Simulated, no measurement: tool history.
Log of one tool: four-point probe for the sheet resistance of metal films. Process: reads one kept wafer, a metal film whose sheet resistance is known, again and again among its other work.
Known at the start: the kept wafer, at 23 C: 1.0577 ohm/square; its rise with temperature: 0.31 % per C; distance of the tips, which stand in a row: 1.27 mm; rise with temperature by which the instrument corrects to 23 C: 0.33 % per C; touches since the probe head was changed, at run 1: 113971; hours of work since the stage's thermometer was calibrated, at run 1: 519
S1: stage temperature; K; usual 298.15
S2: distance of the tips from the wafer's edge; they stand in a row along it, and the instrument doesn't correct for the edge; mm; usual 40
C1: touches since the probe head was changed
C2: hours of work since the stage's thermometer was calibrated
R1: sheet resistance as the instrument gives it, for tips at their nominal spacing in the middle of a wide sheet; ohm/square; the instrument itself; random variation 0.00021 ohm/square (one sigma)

Run 1, hour 0: usual settings; C1 113971; C2 519. Result: R1 1.061286 ohm/square.
Run 2, hour 28.7: usual settings but S1 294.15 K; C1 115700; C2 541. Result: R1 1.061979 ohm/square.
Run 3, hour 66.5: usual settings but S2 15 mm; C1 117977; C2 571. Result: R1 1.064825 ohm/square.
Run 4, hour 104: usual settings but S2 15 mm; C1 120235; C2 601. Result: R1 1.064817 ohm/square.
Run 5, hour 168.2: usual settings but S2 15 mm; C1 124105; C2 652. Result: R1 1.065068 ohm/square.
Run 6, hour 219.6: usual settings but S1 297.15 K; C1 127200; C2 692. Result: R1 1.062094 ohm/square.
Run 7, hour 273.6: usual settings but S1 297.15 K; C1 130455; C2 735. Result: R1 1.061997 ohm/square.
Run 8, hour 326.3: usual settings but S1 297.15 K; C1 133630; C2 777. Result: R1 1.061768 ohm/square.
Run 9, hour 359.4: usual settings but S1 297.15 K; C1 135626; C2 803. Result: R1 1.061721 ohm/square.
Run 10, hour 407.7: usual settings but S1 297.15 K; C1 138534; C2 841. Result: R1 1.06142 ohm/square.
Run 11, hour 443.1: usual settings but S1 297.15 K; C1 140670; C2 869. Result: R1 1.062115 ohm/square.
Run 12, hour 478.2: usual settings; C1 142783; C2 897. Result: R1 1.061884 ohm/square.
Run 13, hour 520.8: usual settings but S2 11 mm; C1 145348; C2 931. Result: R1 1.068551 ohm/square.
Run 14, hour 555.4: usual settings but S2 11 mm; C1 147435; C2 958. Result: R1 1.068776 ohm/square.
Run 15, hour 596.4: usual settings but S2 11 mm; C1 149903; C2 990. Result: R1 1.069012 ohm/square.
At hour 602: stage's thermometer calibrated.
Run 16, hour 656.2: usual settings but S2 11 mm; C1 153473; C2 43. Result: R1 1.068147 ohm/square.
Run 17, hour 702: usual settings but S1 293.15 K, S2 11 mm; C1 156236; C2 79. Result: R1 1.069272 ohm/square.
Run 18, hour 738: usual settings but S2 41 mm; C1 158405; C2 108. Result: R1 1.061528 ohm/square.
Run 19, hour 772.4: usual settings but S2 41 mm; C1 160479; C2 135. Result: R1 1.061751 ohm/square.
At hour 798.9: stage's thermometer calibrated, once more.
Run 20, hour 814: usual settings but S2 7 mm; C1 162955; C2 12. Result: R1 1.081111 ohm/square.
Run 21, hour 873.5: usual settings but S1 300.15 K, S2 7 mm; C1 166539; C2 59. Result: R1 1.080464 ohm/square.
Run 22, hour 910.9: usual settings but S1 294.15 K, S2 4 mm; C1 168790; C2 89. Result: R1 1.117914 ohm/square.
Run 23, hour 945.9: usual settings but S1 306.15 K, S2 4 mm; C1 170899; C2 116. Result: R1 1.115769 ohm/square.
Run 24, hour 1002.1: usual settings but S1 293.15 K, S2 72 mm; C1 174285; C2 161. Result: R1 1.063881 ohm/square.
Run 25, hour 1052.2: usual settings but S1 293.15 K, S2 72 mm; C1 177305; C2 200. Result: R1 1.064303 ohm/square.
Run 26, hour 1085.8: usual settings but S1 292.15 K, S2 9 mm; C1 179329; C2 227. Result: R1 1.075783 ohm/square.
Run 27, hour 1112.6: usual settings but S1 294.15 K; C1 180942; C2 248. Result: R1 1.06437 ohm/square.
Run 28, hour 1159.9: usual settings but S1 295.15 K, S2 20 mm; C1 183793; C2 286. Result: R1 1.06621 ohm/square.
Run 29, hour 1219.5: usual settings but S1 291.15 K, S2 30 mm; C1 187385; C2 333. Result: R1 1.065565 ohm/square.
Run 30, hour 1263.2: usual settings but S1 291.15 K, S2 30 mm; C1 190015; C2 367. Result: R1 1.065686 ohm/square.
Run 31, hour 1326.2: usual settings but S1 304.15 K, S2 3 mm; C1 193812; C2 417. Result: R1 1.154731 ohm/square.

5 ways to go on from here, each from the tool as it stands after run 31. What would each give?
At hour 1363.1: new probe head fitted.
Run A, hour 1387.2: usual settings but S2 39 mm; C1 1454; C2 465. Result: R1 ?.
At hour 1363.1: new probe head fitted.
Run B, hour 1387.2: usual settings but S1 294.15 K, S2 19 mm; C1 1454; C2 465. Result: R1 ?.
At hour 1363.1: new probe head fitted.
Run C, hour 1387.2: usual settings but S2 3 mm; C1 1454; C2 465. Result: R1 ?.
At hour 1363.1: new probe head fitted.
Run D, hour 1387.2: usual settings but S1 305.15 K, S2 35 mm; C1 1454; C2 465. Result: R1 ?.
At hour 1363.1: new probe head fitted.
Run E, hour 1387.2: usual settings but S1 302.15 K; C1 1454; C2 465. Result: R1 ?.

run        R1
  A    1.0587
  B  1.061494
  C  1.150232
  D  1.057582
  E   1.05838
Without the tool's hidden state the same runs would have given:
run        R1
  A  1.057811
  B  1.060607
  C  1.149276
  D  1.056688
  E  1.057488
